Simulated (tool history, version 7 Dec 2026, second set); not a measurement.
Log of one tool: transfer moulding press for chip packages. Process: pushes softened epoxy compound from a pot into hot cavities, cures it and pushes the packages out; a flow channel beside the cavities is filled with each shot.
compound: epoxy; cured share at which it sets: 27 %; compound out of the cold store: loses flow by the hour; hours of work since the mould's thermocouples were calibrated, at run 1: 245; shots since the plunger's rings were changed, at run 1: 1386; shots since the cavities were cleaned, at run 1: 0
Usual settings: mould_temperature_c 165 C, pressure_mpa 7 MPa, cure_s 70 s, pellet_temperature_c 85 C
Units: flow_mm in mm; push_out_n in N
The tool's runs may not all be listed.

run   hour  mould_temperature_c  pressure_mpa  cure_s  pellet_temperature_c  hours of work since the mould's thermocouples were calibrated  shots since the plunger's rings were changed  shots since the cavities were cleaned  incoming compound's hours out of the cold store  flow_mm  push_out_n
  1      0                  165             7      70                    85                                                            245                                          1386                                      0                                             36.6      530         374
  2   22.8                  165             7      70                    85                                                            257                                          1642                                    256                                             16.7      608         574
  3   32.2                  169             7      70                    85                                                            262                                          1748                                    362                                             47.8      482         569
  4   46.6                  165             7      70                    85                                                            270                                          1909                                    523                                               29      555         696
  5   61.6                  165             7      70                    85                                                            278                                          2079                                    693                                             43.8      500         732
  6     81                  165             7      70                    85                                                            288                                          2296                                    910                                             20.6      585         792
  7   96.1                  165             7      70                    85                                                            296                                          2466                                   1080                                             32.3      538         776
     100.4  -- cavities cleaned with cleaning compound and waxed
  8  107.4                  165             7      70                    85                                                            302                                          2576                                     79                                             43.5      494         436
     122.9  -- plunger's sealing rings changed
  9  122.9                  159             7      70                    85                                                            309                                             0                                    225                                             31.3      573         780
 10    142                  159             7      70                    85                                                            319                                           215                                    440                                             12.3      662         984
 11  155.2                  159             7      70                    85                                                            326                                           363                                    588                                             28.1      579         994
 12  169.8                  159             7      70                    85                                                            334                                           528                                    753                                             44.9      520         983
 13  189.8                  165             7      70                    79                                                            344                                           753                                    978                                             36.8      536         765
     203.4  -- cavities cleaned with cleaning compound and waxed
 14  209.5                  165             7      70                    79                                                            354                                           956                                     68                                             27.2      571         477
 15  223.3                  167          5.74      98                    89                                                            362                                          1112                                    224                                             25.3      518         475
 16  237.2                  167          5.74      98                    89                                                            369                                          1268                                    380                                              9.2      583         540
 17  246.9                  161          5.74      77                    89                                                            374                                          1377                                    489                                             21.6      542         731
 18  265.1                  167          6.97      83                    87                                                            384                                          1581                                    693                                             13.9      612         605
 19  274.9                  169             7      63                    85                                                            389                                          1692                                    804                                             11.2      623         753
 20    295                  158          7.61      70                    84                                                            400                                          1918                                   1030                                             32.2      580        1187
     302.8  -- cavities cleaned with cleaning compound and waxed
 21  310.7                  158          8.12      60                    84                                                            408                                          2077                                     88                                             36.5      575        1007
 22  320.4                  158          8.12      60                    84                                                            413                                          2186                                    197                                             19.4      652        1281
 23  343.1                  165          6.64      70                    86                                                            425                                          2441                                    452                                             16.4      586         685
 24  355.7                  165          6.64      70                    86                                                            432                                          2583                                    594                                             41.1      488         678
     371.3  -- plunger's sealing rings changed
 25  379.9                  165          6.64      70                    86                                                            443                                            97                                    838                                               33      537         764
 26  397.2                  169          5.87      70                    86                                                            453                                           291                                   1032                                             31.2      507         700
     405.4  -- cavities cleaned with cleaning compound and waxed
 27  421.5                  169          5.87      70                    86                                                            465                                           548                                    182                                             39.5      476         486
 28  443.3                  165             7      70                    91                                                            476                                           793                                    427                                             44.3      507         622

The same runs without the tool's hidden state, with the same run-to-run variation:
The hidden state here: true mould temperature over the reading, C; pressure that reaches the compound, % of what is set; grip of the stained cavities, % over clean ones'; drift of the gauge itself on flow_mm, %; drift of the gauge itself on push_out_n, %.
run  flow_mm  push_out_n
  1      543         374
  2      626         386
  3      497         350
  4      575         394
  5      519         387
  6      610         395
  7      563         382
  8      517         370
  9      575         542
 10      666         581
 11      585         548
 12      526         518
 13      545         382
 14      583         403
 15      530         316
 16      598         325
 17      557         417
 18      631         312
 19      644         385
 20      601         594
 21      599         836
 22      680         927
 23      614         405
 24      513         373
 25      541         393
 26      512         346
 27      483         356
 28      516         371
